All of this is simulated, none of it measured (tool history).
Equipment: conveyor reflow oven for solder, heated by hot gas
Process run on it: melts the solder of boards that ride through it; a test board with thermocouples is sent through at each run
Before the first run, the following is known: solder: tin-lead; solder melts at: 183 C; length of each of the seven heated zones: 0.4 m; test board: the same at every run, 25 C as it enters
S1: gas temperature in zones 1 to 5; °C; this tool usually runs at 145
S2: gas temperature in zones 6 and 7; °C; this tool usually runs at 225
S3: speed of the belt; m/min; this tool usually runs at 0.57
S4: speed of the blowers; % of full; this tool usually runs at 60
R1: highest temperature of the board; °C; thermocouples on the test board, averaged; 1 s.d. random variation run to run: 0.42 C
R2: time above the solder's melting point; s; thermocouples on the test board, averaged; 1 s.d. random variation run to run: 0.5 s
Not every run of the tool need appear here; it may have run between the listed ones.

{"run": 1, "hour": 0.0, "S1": 145, "S2": 225, "S3": 0.57, "S4": 60, "R1": 208.8, "R2": 57.3}
{"run": 2, "hour": 66.6, "S1": 145, "S2": 225, "S3": 0.57, "S4": 60, "R1": 208.3, "R2": 58.4}
{"run": 3, "hour": 134.6, "S1": 145, "S2": 225, "S3": 0.57, "S4": 60, "R1": 208, "R2": 57.5}
{"hour": 168.3, "done": "flux residue cleaned out of gas plates and filters"}
{"run": 4, "hour": 196.2, "S1": 145, "S2": 225, "S3": 0.57, "S4": 60, "R1": 209.5, "R2": 58.4}
{"run": 5, "hour": 267.5, "S1": 145, "S2": 225, "S3": 0.57, "S4": 60, "R1": 208.1, "R2": 58.2}
{"run": 6, "hour": 342.3, "S1": 145, "S2": 225, "S3": 0.57, "S4": 60, "R1": 208.5, "R2": 58.3}
{"run": 7, "hour": 434.0, "S1": 145, "S2": 229, "S3": 0.57, "S4": 60, "R1": 211.6, "R2": 60.3}
{"run": 8, "hour": 485.3, "S1": 145, "S2": 225, "S3": 0.57, "S4": 60, "R1": 207.3, "R2": 56.2}
{"hour": 513.7, "done": "flux residue cleaned out of gas plates and filters"}
{"run": 9, "hour": 575.2, "S1": 145, "S2": 225, "S3": 0.57, "S4": 60, "R1": 208.5, "R2": 58.3}
{"run": 10, "hour": 644.0, "S1": 145, "S2": 225, "S3": 0.57, "S4": 60, "R1": 208.1, "R2": 57.3}
{"run": 11, "hour": 734.7, "S1": 145, "S2": 225, "S3": 0.57, "S4": 60, "R1": 207.8, "R2": 57.2}
{"run": 12, "hour": 800.2, "S1": 145, "S2": 225, "S3": 0.57, "S4": 60, "R1": 206.9, "R2": 56.8}
{"hour": 863.6, "done": "flux residue cleaned out of gas plates and filters"}
{"hour": 873.1, "done": "thermocouples of zones 6 and 7 changed"}
{"run": 13, "hour": 883.8, "S1": 145, "S2": 225, "S3": 0.57, "S4": 60, "R1": 210.7, "R2": 60.6}
{"hour": 899.2, "done": "belt drive overhauled, speed set with a stopwatch"}
{"run": 14, "hour": 962.6, "S1": 145, "S2": 225, "S3": 0.57, "S4": 60, "R1": 209.3, "R2": 59.1}
{"run": 15, "hour": 1014.3, "S1": 145, "S2": 225, "S3": 0.57, "S4": 60, "R1": 209.8, "R2": 58}
{"run": 16, "hour": 1095.9, "S1": 146, "S2": 225, "S3": 0.57, "S4": 60, "R1": 209.5, "R2": 59.2}
{"run": 17, "hour": 1184.5, "S1": 146, "S2": 225, "S3": 0.57, "S4": 60, "R1": 208.6, "R2": 58.1}
{"hour": 1217.0, "done": "flux residue cleaned out of gas plates and filters"}
{"run": 18, "hour": 1227.1, "S1": 146, "S2": 225, "S3": 0.57, "S4": 60, "R1": 210, "R2": 60.2}
{"run": 19, "hour": 1294.1, "S1": 144, "S2": 224, "S3": 0.484, "S4": 60, "R1": 212.3, "R2": 73.2}
{"run": 20, "hour": 1353.8, "S1": 145, "S2": 225, "S3": 0.672, "S4": 60, "R1": 203, "R2": 41.7}
{"run": 21, "hour": 1398.1, "S1": 145, "S2": 226, "S3": 0.57, "S4": 60, "R1": 209.6, "R2": 58.6}

Forecast run 22:
{"run": 22, "hour": 1467.6, "S1": 145, "S2": 226, "S3": 0.57, "S4": 60, "R1": "?", "R2": "?"}

{"run 22": {"R1": 209.7, "R2": 57.7}}
On a tool with no hidden condition, and with the same random variation, this run would have come out at R1 211.7 °C, R2 59.9 s.
